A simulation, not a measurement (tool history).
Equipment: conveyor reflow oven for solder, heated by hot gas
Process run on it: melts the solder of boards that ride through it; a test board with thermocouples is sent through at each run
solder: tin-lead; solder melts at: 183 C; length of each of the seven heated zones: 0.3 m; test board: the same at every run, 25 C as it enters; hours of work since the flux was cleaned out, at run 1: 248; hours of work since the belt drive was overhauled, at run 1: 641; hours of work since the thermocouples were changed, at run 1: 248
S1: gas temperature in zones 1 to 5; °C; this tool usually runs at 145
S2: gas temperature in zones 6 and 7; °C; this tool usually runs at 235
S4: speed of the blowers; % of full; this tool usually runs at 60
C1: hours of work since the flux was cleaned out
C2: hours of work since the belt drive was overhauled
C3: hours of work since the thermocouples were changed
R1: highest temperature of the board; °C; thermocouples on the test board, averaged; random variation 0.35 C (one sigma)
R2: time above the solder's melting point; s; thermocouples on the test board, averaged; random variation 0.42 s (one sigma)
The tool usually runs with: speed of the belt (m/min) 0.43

{"run": 1, "hour": 0.0, "S1": 145, "S2": 235, "speed of the belt (m/min)": 0.43, "S4": 60, "C1": 248, "C2": 641, "C3": 248, "R1": 212.3, "R2": 59.4}
{"run": 2, "hour": 42.5, "S1": 132, "S2": 235, "speed of the belt (m/min)": 0.43, "S4": 60, "C1": 274, "C2": 667, "C3": 274, "R1": 208.4, "R2": 49.7}
{"run": 3, "hour": 111.6, "S1": 132, "S2": 235, "speed of the belt (m/min)": 0.43, "S4": 60, "C1": 315, "C2": 708, "C3": 315, "R1": 208, "R2": 50.6}
{"hour": 153.8, "done": "belt drive overhauled, speed set with a stopwatch"}
{"run": 4, "hour": 158.2, "S1": 139, "S2": 235, "speed of the belt (m/min)": 0.43, "S4": 60, "C1": 340, "C2": 3, "C3": 340, "R1": 209.5, "R2": 52.7}
{"run": 5, "hour": 212.0, "S1": 139, "S2": 235, "speed of the belt (m/min)": 0.43, "S4": 60, "C1": 373, "C2": 35, "C3": 373, "R1": 208.6, "R2": 52.9}
{"run": 6, "hour": 276.9, "S1": 145, "S2": 235, "speed of the belt (m/min)": 0.43, "S4": 66, "C1": 411, "C2": 74, "C3": 411, "R1": 212.4, "R2": 57.9}
{"run": 7, "hour": 321.2, "S1": 145, "S2": 235, "speed of the belt (m/min)": 0.43, "S4": 60, "C1": 438, "C2": 100, "C3": 438, "R1": 209.4, "R2": 55.5}
{"run": 8, "hour": 354.3, "S1": 145, "S2": 235, "speed of the belt (m/min)": 0.43, "S4": 60, "C1": 458, "C2": 120, "C3": 458, "R1": 210.1, "R2": 56}
{"hour": 362.5, "done": "flux residue cleaned out of gas plates and filters"}
{"run": 9, "hour": 415.0, "S1": 150, "S2": 228, "speed of the belt (m/min)": 0.43, "S4": 55, "C1": 31, "C2": 153, "C3": 491, "R1": 207.3, "R2": 56.8}
{"run": 10, "hour": 470.9, "S1": 152, "S2": 226, "speed of the belt (m/min)": 0.43, "S4": 60, "C1": 65, "C2": 187, "C3": 525, "R1": 207.6, "R2": 58.1}
{"run": 11, "hour": 543.5, "S1": 152, "S2": 226, "speed of the belt (m/min)": 0.43, "S4": 60, "C1": 108, "C2": 230, "C3": 568, "R1": 206.7, "R2": 57.1}
{"run": 12, "hour": 594.1, "S1": 154, "S2": 235, "speed of the belt (m/min)": 0.43, "S4": 54, "C1": 139, "C2": 261, "C3": 598, "R1": 212.8, "R2": 63.7}
{"run": 13, "hour": 631.0, "S1": 137, "S2": 238, "speed of the belt (m/min)": 0.35, "S4": 87, "C1": 161, "C2": 283, "C3": 620, "R1": 224.7, "R2": 85.6}
{"run": 14, "hour": 672.1, "S1": 152, "S2": 230, "speed of the belt (m/min)": 0.43, "S4": 64, "C1": 185, "C2": 307, "C3": 645, "R1": 209.9, "R2": 61.7}
{"run": 15, "hour": 724.0, "S1": 145, "S2": 235, "speed of the belt (m/min)": 0.345, "S4": 81, "C1": 216, "C2": 338, "C3": 676, "R1": 221.5, "R2": 88.3}
{"run": 16, "hour": 778.5, "S1": 145, "S2": 237, "speed of the belt (m/min)": 0.341, "S4": 80, "C1": 249, "C2": 371, "C3": 709, "R1": 224, "R2": 90.2}

Consider 4 possible next runs. They are alternatives, not a sequence: every one starts from the tool as it was left by run 16. What does each give?
{"run": "A", "hour": 829.4, "S1": 152, "S2": 235, "speed of the belt (m/min)": 0.345, "S4": 70, "C1": 279, "C2": 401, "C3": 739, "R1": "?", "R2": "?"}
{"run": "B", "hour": 829.4, "S1": 150, "S2": 239, "speed of the belt (m/min)": 0.36, "S4": 60, "C1": 279, "C2": 401, "C3": 739, "R1": "?", "R2": "?"}
{"run": "C", "hour": 829.4, "S1": 145, "S2": 237, "speed of the belt (m/min)": 0.341, "S4": 84, "C1": 279, "C2": 401, "C3": 739, "R1": "?", "R2": "?"}
{"run": "D", "hour": 829.4, "S1": 145, "S2": 238, "speed of the belt (m/min)": 0.395, "S4": 52, "C1": 279, "C2": 401, "C3": 739, "R1": "?", "R2": "?"}

run=A R1=221.5 R2=90.2
run=B R1=221.4 R2=85.3
run=C R1=223.8 R2=90.5
run=D R1=213.5 R2=67.3
The same runs, with their run-to-run variation unchanged, on a tool lacking any hidden condition would have given:
run=A R1=224.9 R2=92.6
run=B R1=224.9 R2=87.8
run=C R1=227.5 R2=92.9
run=D R1=217.1 R2=70.8
